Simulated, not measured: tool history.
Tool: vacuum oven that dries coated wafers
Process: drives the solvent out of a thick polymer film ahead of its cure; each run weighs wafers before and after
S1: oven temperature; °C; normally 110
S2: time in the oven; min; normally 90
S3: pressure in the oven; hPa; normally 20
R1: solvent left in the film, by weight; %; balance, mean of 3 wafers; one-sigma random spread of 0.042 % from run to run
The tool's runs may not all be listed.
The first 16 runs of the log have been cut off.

run    hour   S1   S2    S3     R1
 17  1524.5  110   90    20   5.32
 18  1590.5  110   90    20   5.37
 19  1695.3  110   90    20   5.38
 20  1798.9  110   90  44.3   8.89
 21  1895.1  123  142  69.9   7.64
 22  2009.1  123  142  69.9   7.66
 23  2062.8  124   98  69.9   7.59
 24    2124  117  151  53.4   7.21
 25  2182.6  109  140    20   4.36
 26  2286.3  124   79  51.5   6.05
     2296.6  -- vacuum gauge cleaned of residue and calibrated
 27  2398.8  124   79  51.5   6.14
 28  2481.3  124   79  51.5   6.05
     2564.1  -- oven's thermocouples calibrated
 29  2564.8  124   79  51.5   6.33
     2627.4  -- vacuum gauge cleaned of residue and calibrated, once more
 30  2656.9  105   90    20   6.51
 31  2735.6  105   90    20    6.5
 32  2860.8  121  115  37.1   4.54
 33  2974.6  121  115  37.1   4.52
 34  3075.9  121  115  37.1   4.55
 35  3190.3  112  143  37.1   6.13
 36  3286.7  105  159  53.9     11
 37  3373.9  102   90  21.8   7.69
 38  3436.3  110   79  63.8  11.79
 39  3490.2  107   64  63.8  13.41
 40  3545.5   99   90  17.4   7.91

Consider 3 possible next runs. They are alternatives, not a sequence: every one starts from the tool as it was left by run 40. What does each give?
  A  3603.3  121  96  10.1   ?
  B  3603.3  123  90    20   ?
  C  3603.3  108  90  67.6   ?

run     R1
  A   1.83
  B    2.7
  C  13.01
Take away the tool's hidden state, keep each run's random variation, and the runs would have read:
run     R1
  A   1.78
  B   2.66
  C  13.04
